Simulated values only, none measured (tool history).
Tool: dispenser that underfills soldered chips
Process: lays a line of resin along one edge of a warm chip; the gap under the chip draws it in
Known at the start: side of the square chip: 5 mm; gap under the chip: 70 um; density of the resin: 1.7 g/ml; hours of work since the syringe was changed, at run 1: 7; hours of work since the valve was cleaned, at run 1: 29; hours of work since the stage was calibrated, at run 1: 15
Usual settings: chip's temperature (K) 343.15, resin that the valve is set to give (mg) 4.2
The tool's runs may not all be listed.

| run | hour | chip's temperature (K) | resin that the valve is set to give (mg) | hours of work since the syringe was changed | hours of work since the valve was cleaned | hours of work since the stage was calibrated | time until the resin shows at the far edge (s) | resin that the valve gave (mg) |
|---|---|---|---|---|---|---|---|---|
| 1 | 0 | 343.15 | 4.2 | 7 | 29 | 15 | 9.4 | 4.15 |
|  | 3.4 | new syringe of resin |
| 2 | 5 | 338.15 | 4.2 | 1 | 32 | 18 | 8 | 4.14 |
| 3 | 10 | 338.15 | 4.2 | 4 | 35 | 21 | 10.4 | 4.19 |
| 4 | 12.6 | 354.15 | 4.2 | 6 | 37 | 23 | 6.2 | 4.15 |
| 5 | 17 | 347.15 | 4.2 | 9 | 40 | 26 | 9.1 | 4.14 |
|  | 17.8 | new syringe of resin |
| 6 | 22.4 | 347.15 | 4.2 | 3 | 43 | 29 | 6.8 | 4.13 |
| 7 | 25.8 | 343.15 | 4.2 | 5 | 45 | 31 | 8.7 | 4.17 |
| 8 | 31 | 343.15 | 4.2 | 9 | 48 | 34 | 9.5 | 4.09 |
|  | 32.1 | new syringe of resin |
| 9 | 36.9 | 343.15 | 4.2 | 3 | 52 | 38 | 7.8 | 4.12 |
| 10 | 42.1 | 340.15 | 4.2 | 7 | 55 | 41 | 9.8 | 4.13 |
|  | 46.1 | new syringe of resin |
| 11 | 47.6 | 348.15 | 4.33 | 1 | 59 | 45 | 5.4 | 4.22 |
| 12 | 50.8 | 333.15 | 3.97 | 3 | 61 | 47 | 11.3 | 3.89 |
| 13 | 54 | 333.15 | 3.75 | 5 | 63 | 49 | 13.1 | 3.67 |
|  | 60.3 | new syringe of resin |
| 14 | 60.3 | 343.15 | 3.84 | 0 | 67 | 53 | 5.8 | 3.74 |
| 15 | 63.6 | 343.15 | 4.98 | 2 | 69 | 55 | 7.3 | 4.85 |
| 16 | 66.9 | 331.15 | 4.1 | 4 | 71 | 57 | 12.6 | 3.97 |
| 17 | 72.1 | 337.15 | 3.65 | 8 | 74 | 60 | 12.8 | 3.54 |
|  | 74.5 | new syringe of resin |
| 18 | 76.8 | 335.15 | 3.99 | 1 | 77 | 63 | 9.6 | 3.87 |
| 19 | 82.7 | 347.15 | 4.2 | 5 | 81 | 67 | 7.2 | 4.08 |
| 20 | 87.9 | 333.15 | 4.69 | 9 | 84 | 70 | 15.1 | 4.5 |

Forecast each of these 5 alternatives for the next run:
|  | 88.7 | new syringe of resin |
| A | 90.7 | 334.15 | 4.69 | 1 | 86 | 72 | ? | ? |
|  | 88.7 | new syringe of resin |
| B | 90.7 | 353.15 | 4.28 | 1 | 86 | 72 | ? | ? |
|  | 88.7 | new syringe of resin |
| C | 90.7 | 340.15 | 4.03 | 1 | 86 | 72 | ? | ? |
|  | 88.7 | new syringe of resin |
| D | 90.7 | 355.15 | 4.23 | 1 | 86 | 72 | ? | ? |
|  | 88.7 | new syringe of resin |
| E | 90.7 | 335.15 | 3.64 | 1 | 86 | 72 | ? | ? |

| run | time until the resin shows at the far edge (s) | resin that the valve gave (mg) |
|---|---|---|
| A | 9 | 4.54 |
| B | 5.2 | 4.15 |
| C | 7.1 | 3.89 |
| D | 4.7 | 4.11 |
| E | 10.4 | 3.52 |
Without the tool's hidden state the same runs would have given:
| run | time until the resin shows at the far edge (s) | resin that the valve gave (mg) |
|---|---|---|
| A | 8.5 | 4.7 |
| B | 4.9 | 4.29 |
| C | 6.6 | 4.02 |
| D | 4.5 | 4.25 |
| E | 9.8 | 3.64 |
